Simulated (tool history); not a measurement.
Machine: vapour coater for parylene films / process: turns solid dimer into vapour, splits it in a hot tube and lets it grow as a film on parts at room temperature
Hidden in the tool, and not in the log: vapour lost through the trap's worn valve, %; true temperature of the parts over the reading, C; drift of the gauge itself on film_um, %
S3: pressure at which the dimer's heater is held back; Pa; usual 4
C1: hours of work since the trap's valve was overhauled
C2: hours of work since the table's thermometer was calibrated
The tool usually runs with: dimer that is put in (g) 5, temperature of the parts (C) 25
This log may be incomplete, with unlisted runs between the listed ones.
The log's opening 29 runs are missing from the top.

run 30 hour=586.3 | dimer_that_is_put_in_(g)=6 temperature_of_the_parts_(C)=18 S3=4.88 | C1=335 C2=147 | thickness_of_the_film_(µm)=4.01
run 31 hour=599.8 | dimer_that_is_put_in_(g)=3 temperature_of_the_parts_(C)=35 S3=10.37 | C1=341 C2=153 | thickness_of_the_film_(µm)=1.3
run 32 hour=619.6 | dimer_that_is_put_in_(g)=5 temperature_of_the_parts_(C)=33 S3=6.05 | C1=350 C2=162 | thickness_of_the_film_(µm)=2.35
run 33 hour=637.9 | dimer_that_is_put_in_(g)=6 temperature_of_the_parts_(C)=22 S3=6.59 | C1=358 C2=170 | thickness_of_the_film_(µm)=3.62
run 34 hour=656.1 | dimer_that_is_put_in_(g)=6 temperature_of_the_parts_(C)=22 S3=6.59 | C1=366 C2=178 | thickness_of_the_film_(µm)=3.61
run 35 hour=668.4 | dimer_that_is_put_in_(g)=3 temperature_of_the_parts_(C)=24 S3=2.06 | C1=371 C2=183 | thickness_of_the_film_(µm)=1.84
run 36 hour=695.8 | dimer_that_is_put_in_(g)=2 temperature_of_the_parts_(C)=24 S3=2.06 | C1=383 C2=195 | thickness_of_the_film_(µm)=1.23
run 37 hour=715.5 | dimer_that_is_put_in_(g)=5 temperature_of_the_parts_(C)=18 S3=4.32 | C1=392 C2=204 | thickness_of_the_film_(µm)=3.34
run 38 hour=742.1 | dimer_that_is_put_in_(g)=5 temperature_of_the_parts_(C)=21 S3=3.63 | C1=403 C2=216 | thickness_of_the_film_(µm)=3.16

3 ways to go on from here, each from the tool as it stands after run 38. What would each give?
run A hour=756.1 | dimer_that_is_put_in_(g)=5 temperature_of_the_parts_(C)=32 S3=8.66 | C1=410 C2=222 | thickness_of_the_film_(µm)=?
run B hour=756.1 | dimer_that_is_put_in_(g)=5 temperature_of_the_parts_(C)=31 S3=3.63 | C1=410 C2=222 | thickness_of_the_film_(µm)=?
run C hour=756.1 | dimer_that_is_put_in_(g)=8 temperature_of_the_parts_(C)=24 S3=4.22 | C1=410 C2=222 | thickness_of_the_film_(µm)=?

run=A thickness_of_the_film_(µm)=2.33
run=B thickness_of_the_film_(µm)=2.5
run=C thickness_of_the_film_(µm)=4.71
Without the tool's hidden state the same runs would have given:
run=A thickness_of_the_film_(µm)=2.44
run=B thickness_of_the_film_(µm)=2.62
run=C thickness_of_the_film_(µm)=4.93
